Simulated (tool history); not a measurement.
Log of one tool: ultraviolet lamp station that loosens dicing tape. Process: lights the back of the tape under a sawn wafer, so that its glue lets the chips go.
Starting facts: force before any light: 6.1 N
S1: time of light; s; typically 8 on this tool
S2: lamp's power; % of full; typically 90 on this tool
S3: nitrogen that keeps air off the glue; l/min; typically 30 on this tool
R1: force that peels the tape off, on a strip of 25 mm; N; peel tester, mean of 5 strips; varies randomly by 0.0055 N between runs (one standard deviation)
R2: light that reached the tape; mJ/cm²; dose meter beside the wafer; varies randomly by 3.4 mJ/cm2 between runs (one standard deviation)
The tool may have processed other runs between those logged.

Run 1, hour 0: usual settings. Result: R1 0.131 N, R2 511 mJ/cm².
Run 2, hour 15.5: usual settings but S3 45 l/min. Result: R1 0.108 N, R2 515 mJ/cm².
Run 3, hour 29.9: usual settings but S3 45 l/min. Result: R1 0.105 N, R2 512 mJ/cm².
Run 4, hour 43.9: usual settings but S3 45 l/min. Result: R1 0.112 N, R2 512 mJ/cm².
Run 5, hour 52.4: usual settings but S3 45 l/min. Result: R1 0.123 N, R2 512 mJ/cm².
Run 6, hour 63.5: usual settings but S3 45 l/min. Result: R1 0.113 N, R2 510 mJ/cm².
Run 7, hour 79.2: usual settings but S3 45 l/min. Result: R1 0.115 N, R2 504 mJ/cm².
Run 8, hour 87.6: usual settings but S3 45 l/min. Result: R1 0.117 N, R2 509 mJ/cm².
At hour 89.2: window cleaned of glue's vapour.
Run 9, hour 105.6: usual settings but S2 99 % of full. Result: R1 0.123 N, R2 548 mJ/cm².
Run 10, hour 122.7: usual settings but S2 99 % of full. Result: R1 0.128 N, R2 541 mJ/cm².
Run 11, hour 132.7: usual settings but S3 16 l/min. Result: R1 0.257 N, R2 484 mJ/cm².
Run 12, hour 141.9: usual settings but S3 16 l/min. Result: R1 0.232 N, R2 487 mJ/cm².
Run 13, hour 153.5: usual settings but S1 5 s, S2 66 % of full, S3 16 l/min. Result: R1 1.285 N, R2 219 mJ/cm².
At hour 156.7: window cleaned of glue's vapour, once more.
Run 14, hour 169.6: usual settings but S1 5 s, S2 66 % of full, S3 16 l/min. Result: R1 1.135 N, R2 239 mJ/cm².
Run 15, hour 181: usual settings but S1 5 s, S2 92 % of full, S3 18 l/min. Result: R1 0.57 N, R2 334 mJ/cm².
Run 16, hour 195.7: usual settings but S1 5 s. Result: R1 0.431 N, R2 330 mJ/cm².
Run 17, hour 209: usual settings but S2 65 % of full, S3 12 l/min. Result: R1 0.568 N, R2 381 mJ/cm².
Run 18, hour 217.2: usual settings but S2 65 % of full, S3 12 l/min. Result: R1 0.598 N, R2 378 mJ/cm².
Run 19, hour 228.8: usual settings but S1 7 s, S2 72 % of full, S3 27 l/min. Result: R1 0.344 N, R2 368 mJ/cm².
Run 20, hour 245.7: usual settings but S1 13 s, S2 61 % of full, S3 10 l/min. Result: R1 0.242 N, R2 563 mJ/cm².
Run 21, hour 259.8: usual settings but S1 13 s, S2 75 % of full, S3 48 l/min. Result: R1 0.07 N, R2 704 mJ/cm².
Run 22, hour 271.5: usual settings but S1 13 s, S2 75 % of full, S3 48 l/min. Result: R1 0.069 N, R2 702 mJ/cm².
Run 23, hour 286: usual settings but S1 11 s, S2 96 % of full, S3 53 l/min. Result: R1 0.069 N, R2 758 mJ/cm².
Run 24, hour 293: usual settings but S1 6 s, S2 69 % of full, S3 21 l/min. Result: R1 0.68 N, R2 295 mJ/cm².

Each row is a separate what-if for the run after 24, all from the same tool condition, not one after another. Results?
Run A, hour 303.7: usual settings but S2 66 % of full, S3 10 l/min. Result: R1 ?, R2 ?.
Run B, hour 303.7: usual settings but S1 6 s, S2 69 % of full, S3 18 l/min. Result: R1 ?, R2 ?.
Run C, hour 303.7: usual settings but S1 4 s, S2 68 % of full, S3 53 l/min. Result: R1 ?, R2 ?.
Run D, hour 303.7: usual settings but S1 11 s, S2 69 % of full, S3 39 l/min. Result: R1 ?, R2 ?.
Run E, hour 303.7: usual settings but S2 64 % of full. Result: R1 ?, R2 ?.

run     R1   R2
  A  0.642  376
  B  0.737  291
  C  0.951  194
  D   0.11  543
  E  0.322  364
With the hidden condition removed and each run's random variation left untouched, the same runs would have given:
run     R1   R2
  A  0.531  411
  B  0.615  318
  C  0.809  211
  D  0.094  593
  E  0.256  398

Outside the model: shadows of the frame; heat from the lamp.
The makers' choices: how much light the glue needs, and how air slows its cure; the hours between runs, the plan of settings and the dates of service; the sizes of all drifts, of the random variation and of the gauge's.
